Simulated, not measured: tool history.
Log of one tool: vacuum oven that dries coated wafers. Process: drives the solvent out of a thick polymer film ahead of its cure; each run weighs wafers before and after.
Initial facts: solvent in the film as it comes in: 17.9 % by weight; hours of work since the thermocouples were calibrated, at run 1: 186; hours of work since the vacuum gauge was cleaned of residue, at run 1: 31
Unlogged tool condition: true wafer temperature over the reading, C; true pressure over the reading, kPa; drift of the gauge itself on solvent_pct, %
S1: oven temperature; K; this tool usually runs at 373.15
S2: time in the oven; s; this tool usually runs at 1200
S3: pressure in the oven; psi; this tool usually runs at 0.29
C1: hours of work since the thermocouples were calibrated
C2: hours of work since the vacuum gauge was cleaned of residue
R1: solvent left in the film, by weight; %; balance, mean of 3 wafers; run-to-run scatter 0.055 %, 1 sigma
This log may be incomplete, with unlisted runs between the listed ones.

run   hour      S1    S2     S3   C1   C2    R1
  1      0  373.15  1200   0.29  186   31  2.34
  2   12.6  373.15  1200   0.29  192   37  2.31
  3   21.3  373.15  1200   0.29  197   42  2.39
  4     28  373.15  1200   0.29  200   45  2.33
  5   34.7  384.15  1200   0.29  204   49  1.17
  6   43.7  384.15  1200   0.29  208   53  1.19
  7   52.8  384.15  1200   0.29  213   58  1.26
  8   61.2  384.15  1200   0.29  217   62  1.26
  9   68.9  384.15  1200   0.29  221   66  1.29
 10   79.8  384.15  1200  0.397  227   72   1.6
 11   88.1  384.15  1200  0.397  231   76  1.73
 12   96.1  373.15  1200   0.29  235   80  2.35
 13  103.3  373.15  1200   0.29  239   84  2.32
 14  109.8  373.15  1200   0.18  242   87  1.65
 15  117.5  373.15  1200   0.18  246   91  1.83
 16  130.5  373.15  1200   0.29  253   98  2.32
 17  137.3  368.15   660   0.27  256  101  5.72
 18  144.5  372.15   660  0.544  260  105  5.86
 19  150.7  372.15  1260  0.582  263  108  4.31
 20  160.6  372.15  1260  0.582  268  113  4.18

What does the tool deliver on the next run?
 21  170.4  373.15  1980  0.29  273  118   ?

{"run 21": {"R1": 1.83}}
Had the tool carried no hidden state, the very same run would have given R1 1.8 %.
